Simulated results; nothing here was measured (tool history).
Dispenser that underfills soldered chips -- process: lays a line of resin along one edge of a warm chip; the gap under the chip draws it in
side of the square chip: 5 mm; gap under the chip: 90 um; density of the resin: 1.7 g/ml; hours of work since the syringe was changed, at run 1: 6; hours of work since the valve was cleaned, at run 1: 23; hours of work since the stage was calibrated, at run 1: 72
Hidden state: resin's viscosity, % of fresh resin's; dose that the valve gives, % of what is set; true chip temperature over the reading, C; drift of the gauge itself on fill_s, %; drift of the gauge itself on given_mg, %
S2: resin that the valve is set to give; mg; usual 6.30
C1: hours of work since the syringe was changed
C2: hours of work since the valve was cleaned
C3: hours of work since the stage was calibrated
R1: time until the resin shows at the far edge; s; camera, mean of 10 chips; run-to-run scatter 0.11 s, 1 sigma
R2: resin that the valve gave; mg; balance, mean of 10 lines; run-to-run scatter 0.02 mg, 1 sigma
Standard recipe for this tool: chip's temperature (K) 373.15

{"run": 1, "day": 0.0, "chip's temperature (K)": 373.15, "S2": 6.3, "C1": 6, "C2": 23, "C3": 72, "R1": 5.5, "R2": 6.27}
{"day": 0.162, "done": "new syringe of resin"}
{"run": 2, "day": 0.338, "chip's temperature (K)": 373.15, "S2": 6.3, "C1": 3, "C2": 29, "C3": 78, "R1": 4.6, "R2": 6.25}
{"day": 0.629, "done": "new syringe of resin"}
{"run": 3, "day": 0.662, "chip's temperature (K)": 373.15, "S2": 6.6, "C1": 1, "C2": 35, "C3": 84, "R1": 4.6, "R2": 6.5}
{"day": 1.1, "done": "new syringe of resin"}
{"run": 4, "day": 1.188, "chip's temperature (K)": 379.15, "S2": 6.3, "C1": 2, "C2": 45, "C3": 94, "R1": 3.5, "R2": 6.19}
{"day": 1.562, "done": "new syringe of resin"}
{"run": 5, "day": 1.629, "chip's temperature (K)": 379.15, "S2": 6.3, "C1": 1, "C2": 53, "C3": 102, "R1": 3.4, "R2": 6.19}
{"day": 2.062, "done": "new syringe of resin"}
{"run": 6, "day": 2.15, "chip's temperature (K)": 366.15, "S2": 6.3, "C1": 2, "C2": 62, "C3": 111, "R1": 6.2, "R2": 6.18}
{"day": 2.525, "done": "new syringe of resin"}
{"run": 7, "day": 2.592, "chip's temperature (K)": 366.15, "S2": 6.3, "C1": 1, "C2": 71, "C3": 120, "R1": 6.2, "R2": 6.13}
{"day": 3.004, "done": "new syringe of resin"}
{"run": 8, "day": 3.062, "chip's temperature (K)": 366.15, "S2": 6.3, "C1": 1, "C2": 79, "C3": 128, "R1": 6.3, "R2": 6.13}
{"run": 9, "day": 3.371, "chip's temperature (K)": 373.15, "S2": 6.3, "C1": 7, "C2": 85, "C3": 134, "R1": 5.6, "R2": 6.09}
{"day": 3.483, "done": "new syringe of resin"}
{"run": 10, "day": 3.821, "chip's temperature (K)": 373.15, "S2": 6.3, "C1": 6, "C2": 93, "C3": 142, "R1": 5.4, "R2": 6.1}
{"day": 3.946, "done": "new syringe of resin"}
{"run": 11, "day": 4.1, "chip's temperature (K)": 373.15, "S2": 6.3, "C1": 3, "C2": 98, "C3": 147, "R1": 4.5, "R2": 6.08}
{"run": 12, "day": 4.379, "chip's temperature (K)": 373.15, "S2": 6.3, "C1": 8, "C2": 104, "C3": 153, "R1": 5.6, "R2": 6.06}
{"day": 4.421, "done": "new syringe of resin"}
{"run": 13, "day": 4.858, "chip's temperature (K)": 373.15, "S2": 6.3, "C1": 8, "C2": 113, "C3": 161, "R1": 5.6, "R2": 6.07}
{"day": 4.912, "done": "new syringe of resin"}
{"run": 14, "day": 5.321, "chip's temperature (K)": 373.15, "S2": 6.3, "C1": 8, "C2": 121, "C3": 170, "R1": 5.5, "R2": 6.02}
{"day": 5.383, "done": "new syringe of resin"}
{"run": 15, "day": 5.767, "chip's temperature (K)": 373.15, "S2": 6.3, "C1": 7, "C2": 129, "C3": 178, "R1": 5.6, "R2": 6.03}
{"day": 5.842, "done": "new syringe of resin"}
{"run": 16, "day": 6.242, "chip's temperature (K)": 371.15, "S2": 5.97, "C1": 8, "C2": 138, "C3": 187, "R1": 6.0, "R2": 5.68}
{"day": 6.321, "done": "new syringe of resin"}
{"run": 17, "day": 6.475, "chip's temperature (K)": 375.15, "S2": 5.5, "C1": 3, "C2": 142, "C3": 191, "R1": 4.4, "R2": 5.22}
{"day": 6.762, "done": "dispensing valve cleaned and set on the balance"}
{"run": 18, "day": 6.804, "chip's temperature (K)": 375.15, "S2": 5.73, "C1": 8, "C2": 1, "C3": 197, "R1": 5.1, "R2": 5.73}
{"day": 6.85, "done": "new syringe of resin"}
{"run": 19, "day": 7.075, "chip's temperature (K)": 386.15, "S2": 6.3, "C1": 4, "C2": 6, "C3": 201, "R1": 2.9, "R2": 6.29}
{"day": 7.342, "done": "new syringe of resin"}
{"run": 20, "day": 7.583, "chip's temperature (K)": 382.15, "S2": 5.64, "C1": 5, "C2": 15, "C3": 211, "R1": 3.4, "R2": 5.62}
{"day": 7.808, "done": "new syringe of resin"}
{"run": 21, "day": 7.938, "chip's temperature (K)": 382.15, "S2": 5.64, "C1": 2, "C2": 22, "C3": 217, "R1": 3.1, "R2": 5.6}
{"day": 8.3, "done": "new syringe of resin"}
{"run": 22, "day": 8.467, "chip's temperature (K)": 382.15, "S2": 6.94, "C1": 3, "C2": 31, "C3": 227, "R1": 3.2, "R2": 6.86}
{"run": 23, "day": 8.746, "chip's temperature (K)": 374.15, "S2": 7.76, "C1": 8, "C2": 37, "C3": 232, "R1": 5.4, "R2": 7.65}
{"day": 8.796, "done": "new syringe of resin"}
{"run": 24, "day": 9.046, "chip's temperature (K)": 370.15, "S2": 7.76, "C1": 5, "C2": 42, "C3": 238, "R1": 5.6, "R2": 7.65}
{"day": 9.267, "done": "new syringe of resin"}
{"run": 25, "day": 9.275, "chip's temperature (K)": 383.15, "S2": 6.0, "C1": 0, "C2": 46, "C3": 242, "R1": 3.0, "R2": 5.89}
{"run": 26, "day": 9.633, "chip's temperature (K)": 365.15, "S2": 6.57, "C1": 7, "C2": 53, "C3": 249, "R1": 7.5, "R2": 6.46}
{"day": 9.729, "done": "new syringe of resin"}
{"run": 27, "day": 10.017, "chip's temperature (K)": 384.15, "S2": 8.17, "C1": 5, "C2": 60, "C3": 256, "R1": 3.3, "R2": 7.98}

Each row is a separate what-if for the run after 27, all from the same tool condition, not one after another. Results?
{"day": 10.221, "done": "new syringe of resin"}
{"run": "A", "day": 10.296, "chip's temperature (K)": 382.15, "S2": 6.59, "C1": 1, "C2": 65, "C3": 261, "R1": "?", "R2": "?"}
{"day": 10.221, "done": "new syringe of resin"}
{"run": "B", "day": 10.296, "chip's temperature (K)": 364.15, "S2": 5.89, "C1": 1, "C2": 65, "C3": 261, "R1": "?", "R2": "?"}
{"day": 10.221, "done": "new syringe of resin"}
{"run": "C", "day": 10.296, "chip's temperature (K)": 364.15, "S2": 7.22, "C1": 1, "C2": 65, "C3": 261, "R1": "?", "R2": "?"}

run=A R1=3.0 R2=6.44
run=B R1=6.5 R2=5.75
run=C R1=6.4 R2=7.05
With no hidden state in the tool, these same runs would have given:
run=A R1=3.0 R2=6.60
run=B R1=6.6 R2=5.89
run=C R1=6.4 R2=7.22
